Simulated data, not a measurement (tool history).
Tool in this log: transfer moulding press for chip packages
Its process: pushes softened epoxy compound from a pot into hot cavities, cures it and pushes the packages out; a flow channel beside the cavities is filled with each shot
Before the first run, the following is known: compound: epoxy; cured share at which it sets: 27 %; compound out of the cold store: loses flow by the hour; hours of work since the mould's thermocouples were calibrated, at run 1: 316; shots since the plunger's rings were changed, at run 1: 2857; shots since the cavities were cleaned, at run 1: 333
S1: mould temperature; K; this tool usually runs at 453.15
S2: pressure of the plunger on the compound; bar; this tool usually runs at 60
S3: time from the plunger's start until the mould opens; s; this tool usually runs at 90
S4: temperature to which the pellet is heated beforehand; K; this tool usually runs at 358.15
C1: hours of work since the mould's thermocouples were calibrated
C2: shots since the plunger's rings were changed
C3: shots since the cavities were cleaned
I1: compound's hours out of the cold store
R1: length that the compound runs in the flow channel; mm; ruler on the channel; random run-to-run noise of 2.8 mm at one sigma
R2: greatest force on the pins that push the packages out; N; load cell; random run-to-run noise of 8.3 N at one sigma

run 1 day=0 | S1=453.15 S2=60 S3=90 S4=358.15 | C1=316 C2=2857 C3=333 | I1=39.8 | R1=506 R2=450
run 2 day=0.875 | S1=453.15 S2=60 S3=90 S4=358.15 | C1=325 C2=3044 C3=520 | I1=39.5 | R1=502 R2=489
-- day=1.321 plunger's sealing rings changed
run 3 day=1.462 | S1=453.15 S2=48.9 S3=90 S4=358.15 | C1=330 C2=29 C3=622 | I1=12.4 | R1=561 R2=527
run 4 day=1.983 | S1=457.15 S2=60 S3=90 S4=358.15 | C1=336 C2=141 C3=734 | I1=21.4 | R1=577 R2=473
-- day=2.425 cavities cleaned with cleaning compound and waxed
run 5 day=2.442 | S1=457.15 S2=60 S3=90 S4=358.15 | C1=340 C2=225 C3=3 | I1=38.1 | R1=529 R2=567
run 6 day=3.158 | S1=460.15 S2=60 S3=90 S4=358.15 | C1=348 C2=377 C3=155 | I1=28.5 | R1=550 R2=529
-- day=3.75 cavities cleaned with cleaning compound and waxed, once more
run 7 day=3.754 | S1=453.15 S2=60 S3=90 S4=358.15 | C1=353 C2=491 C3=1 | I1=24 | R1=577 R2=355
run 8 day=4.129 | S1=453.15 S2=60 S3=90 S4=358.15 | C1=357 C2=571 C3=81 | I1=8.5 | R1=628 R2=396
run 9 day=4.933 | S1=453.15 S2=60 S3=90 S4=358.15 | C1=365 C2=742 C3=252 | I1=13.6 | R1=603 R2=453
run 10 day=5.762 | S1=453.15 S2=60 S3=90 S4=358.15 | C1=374 C2=919 C3=429 | I1=43.7 | R1=509 R2=479
run 11 day=6.379 | S1=447.15 S2=60 S3=90 S4=358.15 | C1=381 C2=1050 C3=560 | I1=38.6 | R1=540 R2=713
run 12 day=7.058 | S1=447.15 S2=62.5 S3=90 S4=358.15 | C1=388 C2=1195 C3=705 | I1=10.5 | R1=643 R2=823
-- day=7.612 cavities cleaned with cleaning compound and waxed
run 13 day=7.788 | S1=447.15 S2=62.5 S3=90 S4=358.15 | C1=395 C2=1337 C3=37 | I1=44.8 | R1=537 R2=493
run 14 day=8.508 | S1=461.15 S2=62.5 S3=90 S4=358.15 | C1=402 C2=1491 C3=191 | I1=32.6 | R1=532 R2=330
run 15 day=9.042 | S1=453.15 S2=71.9 S3=90 S4=348.15 | C1=408 C2=1604 C3=304 | I1=44.3 | R1=553 R2=453
run 16 day=9.704 | S1=453.15 S2=60 S3=113 S4=350.15 | C1=415 C2=1746 C3=446 | I1=40.5 | R1=514 R2=382
run 17 day=10.354 | S1=458.15 S2=59.7 S3=107 S4=359.15 | C1=421 C2=1884 C3=584 | I1=29.6 | R1=532 R2=402
run 18 day=11.029 | S1=458.15 S2=59.7 S3=107 S4=359.15 | C1=428 C2=2027 C3=727 | I1=41.1 | R1=498 R2=407
-- day=11.483 cavities cleaned with cleaning compound and waxed
run 19 day=11.721 | S1=458.15 S2=59.7 S3=107 S4=359.15 | C1=435 C2=2161 C3=50 | I1=10.1 | R1=587 R2=288
run 20 day=12.238 | S1=447.15 S2=60 S3=70 S4=358.15 | C1=440 C2=2272 C3=161 | I1=42.6 | R1=519 R2=941
run 21 day=12.904 | S1=447.15 S2=60 S3=93 S4=358.15 | C1=447 C2=2414 C3=303 | I1=31.6 | R1=545 R2=594
run 22 day=13.421 | S1=447.15 S2=60 S3=90 S4=364.15 | C1=453 C2=2524 C3=413 | I1=11.8 | R1=606 R2=726
run 23 day=13.975 | S1=453.15 S2=60.2 S3=90 S4=358.15 | C1=459 C2=2642 C3=531 | I1=16.1 | R1=575 R2=506
run 24 day=14.638 | S1=455.15 S2=57.9 S3=104 S4=357.15 | C1=466 C2=2783 C3=672 | I1=40.1 | R1=492 R2=430
run 25 day=15.204 | S1=455.15 S2=57.9 S3=75 S4=351.15 | C1=471 C2=2904 C3=793 | I1=18.8 | R1=549 R2=690
-- day=15.379 cavities cleaned with cleaning compound and waxed
run 26 day=15.767 | S1=453.15 S2=59.2 S3=90 S4=352.15 | C1=477 C2=3010 C3=82 | I1=35.4 | R1=511 R2=366
-- day=16.317 plunger's sealing rings changed
run 27 day=16.617 | S1=453.15 S2=59.2 S3=90 S4=352.15 | C1=484 C2=63 C3=241 | I1=19.1 | R1=596 R2=445
run 28 day=17.417 | S1=453.15 S2=58.1 S3=90 S4=357.15 | C1=493 C2=234 C3=412 | I1=16.3 | R1=590 R2=489

What if the next run were any one of these 5? Each begins from the tool's condition after run 28:
run A day=18.229 | S1=458.15 S2=60 S3=105 S4=365.15 | C1=501 C2=407 C3=585 | I1=33.9 | R1=? R2=?
run B day=18.229 | S1=453.15 S2=63.9 S3=90 S4=351.15 | C1=501 C2=407 C3=585 | I1=8.2 | R1=? R2=?
run C day=18.229 | S1=453.15 S2=65.9 S3=90 S4=358.15 | C1=501 C2=407 C3=585 | I1=10.2 | R1=? R2=?
run D day=18.229 | S1=453.15 S2=60.5 S3=115 S4=358.15 | C1=501 C2=407 C3=585 | I1=44 | R1=? R2=?
run E day=18.229 | S1=447.15 S2=73.7 S3=119 S4=357.15 | C1=501 C2=407 C3=585 | I1=13.8 | R1=? R2=?

run=A R1=535 R2=395
run=B R1=647 R2=538
run=C R1=649 R2=520
run=D R1=518 R2=404
run=E R1=697 R2=486
What these runs would have given with no unlogged condition in the tool:
run=A R1=540 R2=267
run=B R1=653 R2=370
run=C R1=656 R2=358
run=D R1=524 R2=273
run=E R1=704 R2=335

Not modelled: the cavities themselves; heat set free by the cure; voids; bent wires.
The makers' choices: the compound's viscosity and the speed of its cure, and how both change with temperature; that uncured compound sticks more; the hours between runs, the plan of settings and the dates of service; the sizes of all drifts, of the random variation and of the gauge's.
